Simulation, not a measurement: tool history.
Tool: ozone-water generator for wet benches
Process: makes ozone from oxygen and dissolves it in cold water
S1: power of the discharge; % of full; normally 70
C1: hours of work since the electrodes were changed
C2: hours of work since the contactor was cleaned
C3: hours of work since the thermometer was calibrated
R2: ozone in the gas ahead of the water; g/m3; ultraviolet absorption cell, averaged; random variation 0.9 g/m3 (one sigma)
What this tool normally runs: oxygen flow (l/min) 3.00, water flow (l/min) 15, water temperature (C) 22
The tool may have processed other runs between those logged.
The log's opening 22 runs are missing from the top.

Run 23, day 21.350: usual settings but oxygen flow (l/min) 2.50, water flow (l/min) 18, water temperature (C) 21; C1 1608; C2 5198; C3 2645. Result: dissolved ozone (ppm) 8.9, R2 162.9 g/m3.
Run 24, day 22.467: usual settings but S1 49 % of full, oxygen flow (l/min) 2.49, water flow (l/min) 19, water temperature (C) 20; C1 1633; C2 5222; C3 2669. Result: dissolved ozone (ppm) 6.3, R2 125.0 g/m3.
Run 25, day 23.071: usual settings but S1 71 % of full, water flow (l/min) 17; C1 1646; C2 5235; C3 2682. Result: dissolved ozone (ppm) 9.7, R2 150.6 g/m3.
Run 26, day 23.979: usual settings but S1 71 % of full, oxygen flow (l/min) 5.19, water flow (l/min) 11; C1 1665; C2 5254; C3 2702. Result: dissolved ozone (ppm) 13.6, R2 115.2 g/m3.
Run 27, day 24.938: usual settings but S1 71 % of full, oxygen flow (l/min) 5.19, water flow (l/min) 11, water temperature (C) 19; C1 1686; C2 5275; C3 2723. Result: dissolved ozone (ppm) 14.4, R2 113.8 g/m3.
Run 28, day 25.975: usual settings but S1 71 % of full, oxygen flow (l/min) 5.19, water flow (l/min) 11, water temperature (C) 19; C1 1708; C2 5297; C3 2745. Result: dissolved ozone (ppm) 14.3, R2 113.4 g/m3.
Run 29, day 26.567: usual settings but S1 71 % of full, oxygen flow (l/min) 5.19, water flow (l/min) 11, water temperature (C) 19; C1 1721; C2 5310; C3 2758. Result: dissolved ozone (ppm) 14.3, R2 114.3 g/m3.
Run 30, day 27.412: usual settings but S1 71 % of full, oxygen flow (l/min) 5.19, water flow (l/min) 11, water temperature (C) 19; C1 1739; C2 5328; C3 2776. Result: dissolved ozone (ppm) 14.2, R2 115.7 g/m3.
Run 31, day 27.967: usual settings but S1 56 % of full, oxygen flow (l/min) 2.09, water temperature (C) 21; C1 1751; C2 5340; C3 2788. Result: dissolved ozone (ppm) 8.9, R2 151.7 g/m3.
Run 32, day 28.588: usual settings but S1 56 % of full, oxygen flow (l/min) 2.09, water temperature (C) 21; C1 1764; C2 5353; C3 2801. Result: dissolved ozone (ppm) 8.7, R2 150.5 g/m3.
Run 33, day 29.171: usual settings but S1 62 % of full, oxygen flow (l/min) 1.80, water flow (l/min) 10, water temperature (C) 16; C1 1777; C2 5366; C3 2814. Result: dissolved ozone (ppm) 14.0, R2 173.4 g/m3.

Forecast each of these 3 alternatives for the next run:
Run A, day 30.267: usual settings but S1 87 % of full, oxygen flow (l/min) 2.72, water flow (l/min) 14, water temperature (C) 16; C1 1800; C2 5390; C3 2837. Result: dissolved ozone (ppm) ?, R2 ?.
Run B, day 30.267: usual settings but S1 60 % of full; C1 1800; C2 5390; C3 2837. Result: dissolved ozone (ppm) ?, R2 ?.
Run C, day 30.267: usual settings but S1 58 % of full; C1 1800; C2 5390; C3 2837. Result: dissolved ozone (ppm) ?, R2 ?.

run  dissolved ozone (ppm)     R2
  A                   14.2  183.8
  B                    9.6  133.1
  C                    9.1  128.6
Take away the tool's hidden state, keep each run's random variation, and the runs would have read:
run  dissolved ozone (ppm)     R2
  A                   15.1  187.3
  B                   10.2  135.1
  C                    9.6  130.4

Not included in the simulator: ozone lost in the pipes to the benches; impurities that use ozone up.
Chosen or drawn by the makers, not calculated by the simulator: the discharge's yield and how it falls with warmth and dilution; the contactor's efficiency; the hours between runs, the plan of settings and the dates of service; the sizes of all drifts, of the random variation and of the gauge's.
